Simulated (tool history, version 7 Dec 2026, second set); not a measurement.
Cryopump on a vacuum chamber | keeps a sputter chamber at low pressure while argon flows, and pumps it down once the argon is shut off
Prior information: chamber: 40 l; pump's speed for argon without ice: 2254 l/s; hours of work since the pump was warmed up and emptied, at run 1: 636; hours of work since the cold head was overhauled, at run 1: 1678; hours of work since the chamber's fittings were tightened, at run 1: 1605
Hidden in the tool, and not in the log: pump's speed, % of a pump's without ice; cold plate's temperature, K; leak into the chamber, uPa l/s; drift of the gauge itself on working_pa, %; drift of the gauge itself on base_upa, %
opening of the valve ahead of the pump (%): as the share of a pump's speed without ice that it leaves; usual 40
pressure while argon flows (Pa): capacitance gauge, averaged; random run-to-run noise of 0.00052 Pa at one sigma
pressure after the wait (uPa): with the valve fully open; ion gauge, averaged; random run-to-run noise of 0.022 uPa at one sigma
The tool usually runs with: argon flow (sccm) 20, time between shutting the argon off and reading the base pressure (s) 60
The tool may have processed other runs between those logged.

run    hour  argon flow (sccm)  time between shutting the argon off and reading the base pressure (s)  opening of the valve ahead of the pump (%)  hours of work since the pump was warmed up and emptied  hours of work since the cold head was overhauled  hours of work since the chamber's fittings were tightened  pressure while argon flows (Pa)  pressure after the wait (uPa)
  1       0                 20                                                                     60                                          40                                                     636                                              1678                                                       1605                           0.0418                           1.62
  2    58.9                 20                                                                     60                                          40                                                     670                                              1712                                                       1639                           0.0412                           1.67
  3   127.8                 20                                                                     60                                          40                                                     709                                              1751                                                       1678                           0.0423                           1.65
  4   207.5                 20                                                                     60                                          40                                                     754                                              1796                                                       1724                           0.0427                           1.81
  5   249.8                 20                                                                     60                                          40                                                     779                                              1820                                                       1748                           0.0422                           1.83
  6     331                 20                                                                     60                                          40                                                     825                                              1867                                                       1794                           0.0429                           1.84
  7   399.2                 20                                                                     60                                          40                                                     864                                              1906                                                       1833                           0.0435                           1.86
  8   479.5                 13                                                                     60                                          40                                                     909                                              1951                                                       1879                           0.0278                           1.92
  9   515.6                 13                                                                     60                                          40                                                     930                                              1972                                                       1899                           0.0283                           2.02
 10   586.1                 13                                                                     60                                          40                                                     970                                              2012                                                       1939                           0.0291                              2
 11   645.4                 31                                                                    146                                          42                                                    1004                                              2046                                                       1973                           0.0663                           1.79
      698.9  -- pump warmed up, emptied and cooled again
 12   716.8                 20                                                                     60                                          18                                                      10                                              2084                                                       2011                           0.0832                           1.67
 13   791.3                 20                                                                     76                                          24                                                      53                                              2126                                                       2053                           0.0632                            1.6
 14   849.2                 20                                                                     60                                          40                                                      86                                              2159                                                       2086                           0.0378                           1.72
 15   935.3                 20                                                                     60                                          40                                                     135                                              2208                                                       2135                           0.0378                           1.77
 16  1005.2                 18                                                                     60                                          42                                                     175                                              2248                                                       2175                           0.0334                           1.79
 17  1060.6                 33                                                                     71                                          30                                                     206                                              2280                                                       2207                           0.0851                           1.76
 18  1118.3                 24                                                                     82                                          17                                                     239                                              2313                                                       2240                           0.1073                           1.67
 19  1194.7                 13                                                                     46                                          27                                                     283                                              2356                                                       2283                           0.0365                           2.03

Consider 4 possible next runs. They are alternatives, not a sequence: every one starts from the tool as it was left by run 19. What does each give?
  A  1265.1                 20                                                                    136                                          40                                                     323                                              2396                                                       2323                                ?                              ?
  B  1265.1                 38                                                                     46                                          31                                                     323                                              2396                                                       2323                                ?                              ?
  C  1265.1                 19                                                                     60                                          40                                                     323                                              2396                                                       2323                                ?                              ?
  D  1265.1                 14                                                                     30                                          20                                                     323                                              2396                                                       2323                                ?                              ?

run  pressure while argon flows (Pa)  pressure after the wait (uPa)
  A                           0.0397                           1.63
  B                           0.0961                           2.08
  C                           0.0382                           1.88
  D                           0.0537                           2.51
With the hidden condition removed and each run's random variation left untouched, the same runs would have given:
run  pressure while argon flows (Pa)  pressure after the wait (uPa)
  A                           0.0377                           0.42
  B                           0.0924                           0.85
  C                           0.0364                           0.67
  D                           0.0523                           1.27
